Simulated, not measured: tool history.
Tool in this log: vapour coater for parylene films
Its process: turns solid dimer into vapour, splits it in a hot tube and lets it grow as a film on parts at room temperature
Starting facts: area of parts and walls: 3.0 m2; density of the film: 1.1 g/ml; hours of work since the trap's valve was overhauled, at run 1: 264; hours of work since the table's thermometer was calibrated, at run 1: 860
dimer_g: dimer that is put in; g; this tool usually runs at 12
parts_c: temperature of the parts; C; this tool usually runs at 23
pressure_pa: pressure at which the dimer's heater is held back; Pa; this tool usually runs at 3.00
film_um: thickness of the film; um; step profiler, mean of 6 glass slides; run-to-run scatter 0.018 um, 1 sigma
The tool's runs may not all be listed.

run,day,dimer_g,parts_c,pressure_pa,hours of work since the trap's valve was overhauled,hours of work since the table's thermometer was calibrated,film_um
1,0.000,12,23,3.00,264,860,2.21
2,0.817,12,23,3.00,281,878,2.18
3,1.612,12,33,3.00,298,895,1.77
4,2.292,12,33,3.00,312,909,1.75
5,3.462,12,33,3.00,337,934,1.77
6,4.221,12,33,3.00,353,950,1.76
7,5.212,12,33,3.00,374,971,1.74
8,6.092,12,30,3.00,393,990,1.88
9,7.142,12,30,3.00,415,1012,1.89
10,8.062,12,30,3.00,435,1031,1.89
11,8.983,14,19,6.11,454,1051,2.39
12,9.983,5,19,7.00,475,1072,0.83
13,11.158,5,19,7.00,500,1097,0.83
14,12.317,5,19,7.00,525,1122,0.79
15,12.921,5,19,7.00,538,1134,0.82
16,13.933,14,22,11.20,559,1156,1.91
17,14.450,14,22,11.20,570,1167,1.94
18,15.108,7,25,5.31,584,1181,1.06
# day 15.879: trap's valve overhauled
19,15.892,7,17,2.83,0,1194,1.50
20,16.729,21,20,5.53,18,1212,3.57

What if the next run were any one of these 4? Each begins from the tool's condition after run 20:
# day 17.600: table's thermometer calibrated
A,17.629,21,20,3.92,36,1,?
# day 17.600: table's thermometer calibrated
B,17.629,9,23,3.00,36,1,?
# day 17.600: table's thermometer calibrated
C,17.629,12,23,11.39,36,1,?
# day 17.600: table's thermometer calibrated
D,17.629,5,23,2.20,36,1,?

run,film_um
A,3.90
B,1.64
C,1.61
D,0.99
What these runs would have given with no unlogged condition in the tool:
run,film_um
A,3.90
B,1.64
C,1.61
D,0.99
